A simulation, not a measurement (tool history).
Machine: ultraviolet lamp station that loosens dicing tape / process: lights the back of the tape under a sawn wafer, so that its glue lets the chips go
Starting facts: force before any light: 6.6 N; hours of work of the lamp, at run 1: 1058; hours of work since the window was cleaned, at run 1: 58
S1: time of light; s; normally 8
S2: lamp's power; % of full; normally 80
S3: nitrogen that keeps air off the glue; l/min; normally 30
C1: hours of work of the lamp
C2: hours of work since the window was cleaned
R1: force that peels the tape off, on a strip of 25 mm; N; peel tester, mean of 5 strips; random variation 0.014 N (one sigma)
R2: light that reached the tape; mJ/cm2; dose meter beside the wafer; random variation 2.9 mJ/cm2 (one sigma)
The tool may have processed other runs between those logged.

| run | day | S1 | S2 | S3 | C1 | C2 | R1 | R2 |
|---|---|---|---|---|---|---|---|---|
| 1 | 0.000 | 8 | 80 | 30 | 1058 | 58 | 0.651 | 410 |
| 2 | 3.179 | 8 | 80 | 30 | 1091 | 91 | 0.635 | 406 |
| 3 | 5.975 | 8 | 80 | 30 | 1121 | 121 | 0.638 | 410 |
| 4 | 8.021 | 8 | 80 | 30 | 1142 | 142 | 0.659 | 413 |
| 5 | 10.300 | 8 | 80 | 30 | 1166 | 166 | 0.630 | 409 |
| 6 | 13.762 | 8 | 80 | 30 | 1203 | 203 | 0.652 | 416 |
| 7 | 16.079 | 8 | 80 | 30 | 1227 | 227 | 0.646 | 411 |
| 8 | 19.471 | 8 | 80 | 30 | 1263 | 263 | 0.639 | 404 |
| 9 | 21.200 | 8 | 80 | 30 | 1281 | 281 | 0.631 | 411 |
| 10 | 24.525 | 8 | 80 | 30 | 1316 | 316 | 0.646 | 411 |
| 11 | 26.604 | 8 | 80 | 30 | 1338 | 338 | 0.666 | 410 |
|  | 27.567 | window cleaned of glue's vapour |
| 12 | 28.312 | 8 | 80 | 30 | 1356 | 8 | 0.660 | 411 |
| 13 | 29.925 | 8 | 80 | 30 | 1373 | 25 | 0.612 | 408 |
| 14 | 33.354 | 8 | 80 | 30 | 1409 | 61 | 0.636 | 407 |
| 15 | 35.925 | 8 | 80 | 30 | 1436 | 88 | 0.646 | 406 |
| 16 | 39.346 | 8 | 80 | 30 | 1472 | 124 | 0.644 | 405 |
| 17 | 42.725 | 8 | 80 | 30 | 1507 | 160 | 0.648 | 412 |
| 18 | 45.004 | 8 | 80 | 20 | 1531 | 183 | 0.769 | 410 |
| 19 | 47.338 | 4 | 62 | 30 | 1556 | 208 | 2.492 | 159 |
| 20 | 50.633 | 4 | 62 | 30 | 1590 | 243 | 2.557 | 157 |
| 21 | 52.788 | 7 | 80 | 13 | 1613 | 265 | 1.123 | 356 |
| 22 | 55.425 | 8 | 80 | 21 | 1641 | 293 | 0.754 | 410 |
| 23 | 57.471 | 15 | 80 | 12 | 1662 | 315 | 0.312 | 756 |
| 24 | 60.517 | 8 | 86 | 13 | 1694 | 347 | 0.790 | 435 |
|  | 60.858 | window cleaned of glue's vapour |
| 25 | 63.583 | 6 | 86 | 37 | 1726 | 29 | 0.874 | 327 |
| 26 | 66.933 | 6 | 86 | 37 | 1762 | 64 | 0.894 | 329 |
| 27 | 69.679 | 11 | 86 | 37 | 1791 | 93 | 0.314 | 609 |
| 28 | 71.338 | 4 | 77 | 40 | 1808 | 110 | 1.830 | 193 |
| 29 | 74.771 | 4 | 97 | 28 | 1844 | 146 | 1.571 | 250 |
|  | 75.421 | lamp changed |
| 30 | 77.971 | 4 | 97 | 28 | 27 | 180 | 1.437 | 250 |
| 31 | 81.496 | 6 | 74 | 23 | 64 | 217 | 1.281 | 289 |
| 32 | 84.304 | 7 | 80 | 30 | 93 | 246 | 0.810 | 358 |
| 33 | 87.033 | 12 | 79 | 11 | 122 | 275 | 0.492 | 606 |
| 34 | 90.367 | 10 | 99 | 11 | 157 | 310 | 0.459 | 635 |
| 35 | 92.242 | 10 | 99 | 11 | 177 | 330 | 0.443 | 638 |
|  | 94.000 | window cleaned of glue's vapour |
| 36 | 94.338 | 8 | 79 | 50 | 199 | 4 | 0.579 | 402 |

Hidden state or all else? Some run-to-run changes of R1, split into what the settings, what came in and random variation would give without the hidden state, and what is left for the hidden state (with any gauge scatter that isn't in both results):
Hidden state at play: lamp's light, % of a new lamp's; light that the window lets through, % of a clean one's; drift of the gauge itself on peel_n, %; drift of the gauge itself on dose_mj_cm2, %.
Run 18 -> 19: S1 8 -> 4, S2 80 -> 62, S3 20 -> 30. R1 +1.723 N: hidden state +0.006, all else +1.717.
Run 20 -> 21: S1 4 -> 7, S2 62 -> 80, S3 30 -> 13. R1 -1.434 N: hidden state -0.003, all else -1.431.
Run 27 -> 28: S1 11 -> 4, S2 86 -> 77, S3 37 -> 40. R1 +1.516 N: hidden state +0.010, all else +1.506.
Run 29 -> 30: lamp changed. R1 -0.134 N: hidden state -0.009, all else -0.125.

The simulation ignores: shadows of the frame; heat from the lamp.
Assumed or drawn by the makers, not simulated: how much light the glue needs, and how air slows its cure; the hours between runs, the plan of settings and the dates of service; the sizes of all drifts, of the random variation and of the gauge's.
